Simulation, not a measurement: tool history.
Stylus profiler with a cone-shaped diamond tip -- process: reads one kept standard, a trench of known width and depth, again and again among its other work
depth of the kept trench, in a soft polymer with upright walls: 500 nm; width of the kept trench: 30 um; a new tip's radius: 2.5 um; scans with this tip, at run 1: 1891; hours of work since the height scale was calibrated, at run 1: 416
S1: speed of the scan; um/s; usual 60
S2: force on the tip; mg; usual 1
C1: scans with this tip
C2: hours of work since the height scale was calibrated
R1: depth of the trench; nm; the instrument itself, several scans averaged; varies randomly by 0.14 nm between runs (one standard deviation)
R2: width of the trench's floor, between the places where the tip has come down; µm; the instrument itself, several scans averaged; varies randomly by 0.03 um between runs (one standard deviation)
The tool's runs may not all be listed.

run   hour   S1    S2    C1   C2      R1     R2
  1      0   60     1  1891  416  501.51  26.84
  2   50.6   28     1  1988  437  501.46  26.94
  3  102.5   28     1  2089  459  501.38  27.01
  4  140.3   28     1  2162  476  501.73  26.94
  5  197.2   60     1  2272  500  501.52  26.93
  6  228.7   60     1  2333  513  501.94  26.82
  7  271.7   32  1.73  2416  532  502.36  26.95
  8  337.9   32  1.73  2544  560  502.24  26.98
  9    397   32  1.73  2658  585  502.34   26.9
 10  439.1  161  2.04  2740  603  502.73  26.76

3 ways to go on from here, each from the tool as it stands after run 10. What would each give?
  A  467.2  130   2.9  2794  615   ?   ?
  B  467.2  206  1.04  2794  615   ?   ?
  C  467.2   35  2.12  2794  615   ?   ?

run      R1     R2
  A  503.42  26.82
  B  501.74  26.43
  C   502.8  26.91
Had the tool no hidden state, the same runs would have come out as:
run      R1     R2
  A  503.44  26.82
  B  501.76  26.43
  C  502.82  26.91
